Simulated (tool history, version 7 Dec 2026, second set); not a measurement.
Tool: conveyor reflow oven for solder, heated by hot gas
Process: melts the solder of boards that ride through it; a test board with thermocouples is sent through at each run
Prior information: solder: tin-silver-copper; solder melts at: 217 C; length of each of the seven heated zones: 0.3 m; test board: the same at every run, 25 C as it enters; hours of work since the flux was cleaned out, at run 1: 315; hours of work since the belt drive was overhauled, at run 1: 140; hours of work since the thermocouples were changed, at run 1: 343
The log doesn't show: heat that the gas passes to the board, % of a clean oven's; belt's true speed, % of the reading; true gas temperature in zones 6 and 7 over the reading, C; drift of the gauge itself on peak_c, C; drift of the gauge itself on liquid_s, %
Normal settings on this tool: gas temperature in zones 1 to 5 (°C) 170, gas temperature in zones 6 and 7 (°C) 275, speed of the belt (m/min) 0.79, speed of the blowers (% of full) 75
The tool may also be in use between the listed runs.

| run | hour | gas temperature in zones 1 to 5 (°C) | gas temperature in zones 6 and 7 (°C) | speed of the belt (m/min) | speed of the blowers (% of full) | hours of work since the flux was cleaned out | hours of work since the belt drive was overhauled | hours of work since the thermocouples were changed | highest temperature of the board (°C) | time above the solder's melting point (s) |
|---|---|---|---|---|---|---|---|---|---|---|
| 1 | 0 | 170 | 275 | 0.79 | 75 | 315 | 140 | 343 | 256.2 | 34.89 |
| 2 | 10.1 | 170 | 275 | 0.79 | 75 | 322 | 148 | 350 | 256.3 | 34.84 |
| 3 | 17.9 | 170 | 274 | 0.79 | 75 | 328 | 154 | 356 | 255 | 34.48 |
|  | 30.3 | flux residue cleaned out of gas plates and filters |
| 4 | 32.4 | 170 | 275 | 0.79 | 75 | 2 | 161 | 363 | 254.6 | 34.02 |
| 5 | 45.3 | 170 | 275 | 0.79 | 75 | 11 | 171 | 373 | 254.6 | 34.12 |
| 6 | 57.1 | 170 | 287 | 0.79 | 75 | 20 | 180 | 382 | 265.3 | 38 |
| 7 | 65 | 170 | 287 | 0.79 | 75 | 26 | 186 | 388 | 264.4 | 37.89 |
| 8 | 76.2 | 170 | 268 | 0.79 | 75 | 35 | 194 | 397 | 248.4 | 31.22 |
| 9 | 83.2 | 170 | 275 | 0.79 | 75 | 40 | 199 | 402 | 254.5 | 33.99 |
|  | 93.8 | flux residue cleaned out of gas plates and filters, once more |
| 10 | 96.9 | 178 | 275 | 0.79 | 75 | 2 | 206 | 409 | 260 | 38.25 |
| 11 | 109.5 | 178 | 275 | 0.79 | 75 | 12 | 216 | 418 | 260.4 | 38.28 |
| 12 | 122.8 | 170 | 275 | 0.79 | 55 | 22 | 226 | 428 | 253 | 33.17 |
| 13 | 134.8 | 165 | 275 | 0.79 | 75 | 31 | 235 | 437 | 257.2 | 34.85 |
| 14 | 142.7 | 165 | 275 | 0.79 | 75 | 37 | 241 | 443 | 258.1 | 34.91 |
| 15 | 153.7 | 170 | 275 | 0.68 | 75 | 45 | 249 | 452 | 263 | 44.12 |
| 16 | 163.2 | 170 | 275 | 0.68 | 75 | 53 | 256 | 459 | 262.5 | 44.06 |
| 17 | 170.5 | 163 | 277 | 0.815 | 63 | 58 | 262 | 464 | 254.1 | 31.77 |
| 18 | 183.7 | 185 | 264 | 0.682 | 64 | 68 | 272 | 474 | 251.9 | 43.28 |
| 19 | 190.1 | 170 | 276 | 0.79 | 56 | 73 | 277 | 479 | 253.6 | 33.47 |
| 20 | 203.6 | 170 | 276 | 0.79 | 56 | 83 | 287 | 490 | 254 | 33.45 |
| 21 | 211.9 | 170 | 276 | 0.79 | 56 | 90 | 293 | 496 | 253.2 | 33.38 |
| 22 | 224.8 | 177 | 276 | 0.79 | 55 | 99 | 303 | 506 | 254.1 | 35.31 |
| 23 | 230.7 | 177 | 276 | 0.79 | 55 | 104 | 308 | 510 | 254.7 | 35.44 |
| 24 | 238.3 | 184 | 282 | 0.853 | 75 | 110 | 313 | 516 | 263.9 | 37.51 |
| 25 | 249.8 | 183 | 282 | 0.932 | 75 | 118 | 322 | 525 | 259.9 | 33.02 |
| 26 | 263.4 | 183 | 282 | 0.932 | 75 | 129 | 332 | 535 | 260 | 33.05 |
| 27 | 272.1 | 183 | 282 | 0.773 | 75 | 135 | 339 | 542 | 267.1 | 42.32 |
| 28 | 285.6 | 157 | 286 | 0.838 | 75 | 146 | 349 | 552 | 261.6 | 32.92 |
| 29 | 299.6 | 157 | 286 | 0.838 | 75 | 156 | 360 | 562 | 262 | 32.81 |
| 30 | 313.2 | 157 | 286 | 0.838 | 75 | 166 | 370 | 573 | 262.3 | 32.91 |
| 31 | 323.9 | 170 | 285 | 0.79 | 86 | 175 | 378 | 581 | 267.8 | 39.43 |
| 32 | 337.5 | 185 | 281 | 0.79 | 90 | 185 | 389 | 591 | 266.7 | 42.1 |

Alternative continuations, all from the tool just after run 32; predict every row:
| A | 348.6 | 170 | 275 | 0.85 | 75 | 193 | 397 | 600 | ? | ? |
| B | 348.6 | 170 | 275 | 0.911 | 75 | 193 | 397 | 600 | ? | ? |
| C | 348.6 | 170 | 288 | 0.79 | 75 | 193 | 397 | 600 | ? | ? |

| run | highest temperature of the board (°C) | time above the solder's melting point (s) |
|---|---|---|
| A | 253.6 | 31.59 |
| B | 251.3 | 28.19 |
| C | 268.6 | 39.29 |
With no hidden state in the tool, these same runs would have given:
| run | highest temperature of the board (°C) | time above the solder's melting point (s) |
|---|---|---|
| A | 257.1 | 32.81 |
| B | 255 | 29.52 |
| C | 272.2 | 40.01 |
